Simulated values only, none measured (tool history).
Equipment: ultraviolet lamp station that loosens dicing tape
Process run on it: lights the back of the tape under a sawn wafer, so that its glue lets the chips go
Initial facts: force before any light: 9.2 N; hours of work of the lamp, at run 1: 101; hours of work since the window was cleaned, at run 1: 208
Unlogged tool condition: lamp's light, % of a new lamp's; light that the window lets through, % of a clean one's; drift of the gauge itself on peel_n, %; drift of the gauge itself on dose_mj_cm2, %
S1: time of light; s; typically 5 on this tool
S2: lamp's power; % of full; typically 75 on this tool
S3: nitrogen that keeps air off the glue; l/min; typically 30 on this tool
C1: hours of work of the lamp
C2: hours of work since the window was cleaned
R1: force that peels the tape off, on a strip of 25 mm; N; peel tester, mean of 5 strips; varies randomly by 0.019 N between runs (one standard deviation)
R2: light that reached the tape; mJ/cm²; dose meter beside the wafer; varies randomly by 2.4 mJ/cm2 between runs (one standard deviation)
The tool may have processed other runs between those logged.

run   hour  S1  S2  S3   C1   C2     R1   R2
  1    0.0   5  75  30  101  208  1.337  233
       8.1  -- window cleaned of glue's vapour
  2   10.5   5  75  30  108    2  0.938  277
  3   16.9   5  75  30  113    7  0.960  274
  4   23.6   5  75  30  119   12  0.961  269
  5   30.7   5  75  36  124   18  0.886  272
  6   36.8   5  75  36  129   23  0.888  267
  7   43.2   5  75  36  134   28  0.868  266
  8   50.5   5  75  30  140   33  1.026  265
  9   58.6   5  75  30  146   40  1.054  264
 10   66.5   5  73  33  152   46  1.038  257
 11   72.0   5  75  29  157   50  1.091  261
 12   77.1   5  75  29  161   54  1.079  257
 13   83.3   5  75  44  166   59  0.829  259
 14   91.2   5  75  44  172   65  0.854  253
 15   95.5   5  75  11  175   69  2.103  258
 16  101.9   3  71  10  180   74  3.949  146
 17  106.8   5  82  21  184   77  1.207  280

Predict each of these 4 candidate next runs independently; none follows another, all start after run 17:
  A  115.6  10  75  30  191  84   ?   ?
  B  115.6   3  82  21  191  84   ?   ?
  C  115.6   3  82  21  191  84   ?   ?
  D  115.6   5  95  13  191  84   ?   ?

run     R1   R2
  A  0.251  508
  B  2.609  169
  C  2.587  168
  D  1.277  321
Without the tool's unlogged condition, the same runs would have read:
run     R1   R2
  A  0.210  565
  B  2.280  187
  C  2.260  186
  D  1.044  357
